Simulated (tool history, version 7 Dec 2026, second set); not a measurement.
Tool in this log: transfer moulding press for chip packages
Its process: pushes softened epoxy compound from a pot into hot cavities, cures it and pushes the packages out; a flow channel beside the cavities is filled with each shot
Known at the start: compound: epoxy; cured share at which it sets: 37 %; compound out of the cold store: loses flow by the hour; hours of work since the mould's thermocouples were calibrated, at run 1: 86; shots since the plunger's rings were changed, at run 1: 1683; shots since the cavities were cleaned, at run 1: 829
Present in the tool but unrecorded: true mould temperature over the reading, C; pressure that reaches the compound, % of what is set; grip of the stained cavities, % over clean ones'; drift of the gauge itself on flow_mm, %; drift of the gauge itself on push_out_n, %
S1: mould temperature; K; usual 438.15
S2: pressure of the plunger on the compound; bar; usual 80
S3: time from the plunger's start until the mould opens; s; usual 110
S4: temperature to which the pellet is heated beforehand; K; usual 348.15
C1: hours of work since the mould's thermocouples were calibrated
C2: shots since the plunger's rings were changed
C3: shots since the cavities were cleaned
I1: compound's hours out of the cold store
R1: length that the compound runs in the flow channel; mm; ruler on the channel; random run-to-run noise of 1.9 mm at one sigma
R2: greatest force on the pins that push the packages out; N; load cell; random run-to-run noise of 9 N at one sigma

run,hour,S1,S2,S3,S4,C1,C2,C3,I1,R1,R2
1,0,438.15,80,110,348.15,86,1683,829,28.2,719,703
# hour 8.7: cavities cleaned with cleaning compound and waxed
2,11.5,438.15,80,110,348.15,91,1766,24,43,678,888
3,20.9,438.15,80,110,348.15,96,1843,101,35.2,696,850
4,29.7,438.15,69.7,110,348.15,101,1916,174,37.3,645,864
5,42.1,438.15,80,92,348.15,107,2019,277,36.7,693,1068
6,49,438.15,80,92,348.15,110,2075,333,9.4,759,1128
7,56.8,438.15,80,110,348.15,114,2140,398,40.6,680,781
8,63.8,435.15,80,110,348.15,118,2197,455,29.8,718,900
9,72.2,438.15,80,109,348.15,122,2266,524,46.9,660,797
# hour 78.5: cavities cleaned with cleaning compound and waxed, once more
10,82.2,438.15,80,109,348.15,127,2337,30,32.6,699,430
11,88.1,438.15,80,109,348.15,130,2386,79,30.6,703,500
12,96.9,434.15,80,109,348.15,134,2458,151,33.1,710,672
13,108.8,438.15,98.7,110,348.15,140,2556,249,31,777,590
14,116.2,438.15,81.7,110,348.15,144,2617,310,15,749,623
15,127.8,438.15,81.7,110,348.15,150,2713,406,23.3,722,645
16,133.6,439.15,66.5,121,344.15,153,2761,454,19.9,655,605
17,140.9,438.15,86.3,114,348.15,157,2822,515,19.3,753,624
18,146.3,438.15,86.3,114,348.15,159,2866,559,13.1,770,655
# hour 153: plunger's sealing rings changed
19,156.1,438.15,64.8,114,353.15,163,26,620,14.6,702,672
20,169,444.15,63.3,114,353.15,170,132,726,27.1,641,636
21,179.7,444.15,63.3,114,353.15,175,220,814,27.8,637,634
22,187.3,444.15,67.1,114,343.15,179,283,877,10.4,701,628
# hour 190.5: cavities cleaned with cleaning compound and waxed
23,199.7,444.15,67.1,132,343.15,185,373,76,16,685,407
24,206.1,438.15,80,123,344.15,188,426,129,38.3,707,471
25,216.9,438.15,67.1,101,348.15,193,515,218,29.7,670,623
26,226.3,442.15,83.4,110,345.15,198,592,295,33.1,724,557
27,234,438.15,75.7,110,353.15,202,656,359,47.5,662,598
28,245.3,438.15,91.7,105,353.15,208,749,452,28.7,777,672

Each row is a separate what-if for the run after 28, all from the same tool condition, not one after another. Results?
A,253.3,438.15,80,110,345.15,212,816,519,13.4,?,?
B,253.3,439.15,71.5,98,348.15,212,816,519,21.2,?,?
C,253.3,445.15,91.7,107,345.15,212,816,519,32.6,?,?
D,253.3,430.15,91.7,105,353.15,212,816,519,30.1,?,?

run,R1,R2
A,775,670
B,702,731
C,748,593
D,811,1219
Take away the tool's hidden state, keep each run's random variation, and the runs would have read:
run,R1,R2
A,785,403
B,711,436
C,758,365
D,821,721
